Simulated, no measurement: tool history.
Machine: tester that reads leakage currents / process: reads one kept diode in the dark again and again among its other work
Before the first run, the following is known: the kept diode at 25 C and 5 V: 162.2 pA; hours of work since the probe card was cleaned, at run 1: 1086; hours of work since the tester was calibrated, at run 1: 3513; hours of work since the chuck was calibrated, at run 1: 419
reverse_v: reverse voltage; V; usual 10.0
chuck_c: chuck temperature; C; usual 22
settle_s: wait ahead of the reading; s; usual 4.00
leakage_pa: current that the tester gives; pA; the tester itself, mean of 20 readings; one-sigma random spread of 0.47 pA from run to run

run     day  reverse_v  chuck_c  settle_s  hours of work since the probe card was cleaned  hours of work since the tester was calibrated  hours of work since the chuck was calibrated  leakage_pa
  1   0.000       10.0       22      4.00                                            1086                                           3513                                           419      155.26
  2   5.958        3.9       22      4.00                                            1198                                           3626                                           531      106.42
  3   8.833        3.9       22      4.00                                            1253                                           3680                                           586      105.56
  4  12.321       10.0       22      0.98                                            1318                                           3746                                           652      153.46
     15.467  -- probe card cleaned and baked
  5  17.692       10.0       22      0.98                                              42                                           3845                                           751      136.89
     21.625  -- chuck's temperature calibrated
  6  23.342       10.0       23      4.00                                             147                                           3950                                            32      172.02
  7  27.467       10.0       43      4.00                                             225                                           4028                                           110     1031.98
  8  31.879       10.0       43      6.94                                             308                                           4111                                           194     1022.18
  9  34.521       10.0       22      0.44                                             358                                           4161                                           244      156.25
 10  39.046       10.0       22      5.42                                             444                                           4246                                           329      151.62
 11  42.388       10.0       22      5.42                                             507                                           4309                                           392      150.52
 12  47.783        2.5       32      0.49                                             609                                           4411                                           494      229.35
 13  52.658       10.0       22      3.65                                             701                                           4503                                           586      148.62
 14  57.767        9.7       22      1.27                                             797                                           4600                                           682      146.03
 15  60.571        9.7       22      1.27                                             850                                           4653                                           735      146.32
     65.338  -- chuck's temperature calibrated
 16  66.658        2.3       45      5.20                                             963                                           4766                                            25      738.44
 17  70.117        1.9       25      0.36                                            1029                                           4831                                            90      116.76
 18  74.808        1.9       25      0.36                                            1117                                           4920                                           179      115.90
 19  77.421        1.2       32      1.92                                            1166                                           4969                                           228      184.93
 20  80.108        1.1       32      3.38                                            1217                                           5020                                           279      177.23
 21  85.067       10.0       22      0.62                                            1311                                           5114                                           373      160.03
     88.388  -- probe card cleaned and baked
 22  90.525       16.9       22      3.39                                              40                                           5214                                           473      170.66

Branching from run 22: 3 alternative next runs. What would each branch give?
  A  93.017       17.1       59      1.46                                              87                                           5261                                           520           ?
  B  93.017        4.3       28      2.06                                              87                                           5261                                           520           ?
  C  93.017        1.8       58      3.39                                              87                                           5261                                           520           ?

run  leakage_pa
  A     4255.00
  B      187.06
  C     1819.26
Take away the tool's hidden state, keep each run's random variation, and the runs would have read:
run  leakage_pa
  A     4594.90
  B      204.34
  C     1966.00

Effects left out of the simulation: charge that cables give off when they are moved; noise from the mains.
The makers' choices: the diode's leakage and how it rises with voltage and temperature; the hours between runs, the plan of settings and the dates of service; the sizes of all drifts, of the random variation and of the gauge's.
